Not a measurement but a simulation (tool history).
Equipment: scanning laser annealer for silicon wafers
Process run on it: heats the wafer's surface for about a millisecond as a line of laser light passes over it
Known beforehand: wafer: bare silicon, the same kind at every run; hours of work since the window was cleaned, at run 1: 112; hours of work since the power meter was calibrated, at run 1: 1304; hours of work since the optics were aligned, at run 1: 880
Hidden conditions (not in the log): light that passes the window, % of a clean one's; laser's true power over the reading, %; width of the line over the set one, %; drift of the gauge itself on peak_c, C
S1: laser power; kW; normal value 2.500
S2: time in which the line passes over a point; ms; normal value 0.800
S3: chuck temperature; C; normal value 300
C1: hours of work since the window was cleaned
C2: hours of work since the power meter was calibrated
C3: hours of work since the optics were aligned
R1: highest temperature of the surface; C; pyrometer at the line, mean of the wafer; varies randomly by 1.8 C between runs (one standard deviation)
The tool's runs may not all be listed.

run,hour,S1,S2,S3,C1,C2,C3,R1
1,0.0,2.500,0.800,300,112,1304,880,1037
2,80.4,2.500,0.800,300,167,1360,935,1032
3,147.6,2.500,0.692,300,214,1406,982,972
# hour 159.6: optics aligned, line set to its width
4,227.8,2.500,0.692,300,266,1458,47,964
5,288.2,2.500,0.692,300,308,1500,89,968
6,335.0,2.500,0.692,300,340,1532,121,962
7,424.1,2.500,0.800,300,402,1594,183,1012
8,482.6,2.500,0.581,300,442,1634,224,894
9,568.2,2.500,0.581,300,501,1694,283,892
10,648.2,2.500,0.683,300,557,1749,338,949
# hour 718.5: optics aligned, line set to its width, once more
11,724.4,2.417,0.800,300,606,1798,4,1000
12,810.8,2.417,0.800,300,666,1858,64,994
13,889.4,2.500,0.800,300,720,1913,118,1022
# hour 958.1: window over the wafer cleaned
14,973.2,2.269,0.800,300,10,1969,175,969
15,1018.7,2.500,0.800,300,42,2001,206,1054
16,1077.6,2.500,0.800,300,83,2041,247,1050
17,1160.0,2.500,0.800,300,140,2098,304,1045
18,1229.6,2.500,0.800,300,188,2147,352,1043
19,1268.0,2.568,0.800,300,214,2173,379,1065
20,1328.9,2.568,0.800,300,257,2215,421,1065
21,1385.9,2.568,0.800,300,296,2255,460,1062
22,1452.3,2.712,0.866,271,342,2301,506,1124
23,1491.9,2.500,0.902,281,369,2328,534,1065
24,1567.1,2.500,0.902,281,421,2380,586,1062
25,1620.1,2.500,0.902,281,458,2417,623,1061
26,1670.6,2.500,0.902,281,493,2452,658,1054
27,1742.4,2.376,0.615,326,543,2501,707,907
28,1802.6,2.500,0.670,284,584,2543,749,933
29,1886.6,2.535,0.857,305,643,2601,807,1061
30,1936.6,2.689,0.800,300,677,2636,842,1082
31,1996.4,2.197,0.574,264,719,2677,883,764
32,2056.8,2.513,0.900,278,760,2719,925,1040
# hour 2065.6: window over the wafer cleaned
33,2131.9,2.417,0.900,283,46,2770,975,1040
# hour 2155.5: optics aligned, line set to its width
34,2202.2,2.597,0.779,292,91,2815,32,1066
35,2273.5,2.186,0.859,292,140,2864,82,945
36,2351.5,2.186,0.599,292,194,2918,136,826
37,2420.0,2.321,0.599,300,242,2965,183,870
38,2484.6,2.321,0.599,300,286,3010,228,869
39,2556.4,2.460,0.975,300,336,3060,277,1104
40,2616.5,2.460,0.975,300,378,3101,319,1102

3 ways to go on from here, each from the tool as it stands after run 40. What would each give?
A,2658.7,2.433,0.936,300,407,3131,348,?
B,2658.7,2.724,0.975,300,407,3131,348,?
C,2658.7,2.645,0.800,300,407,3131,348,?

run,R1
A,1072
B,1211
C,1088
What these runs would have given with no unlogged condition in the tool:
run,R1
A,1109
B,1255
C,1126
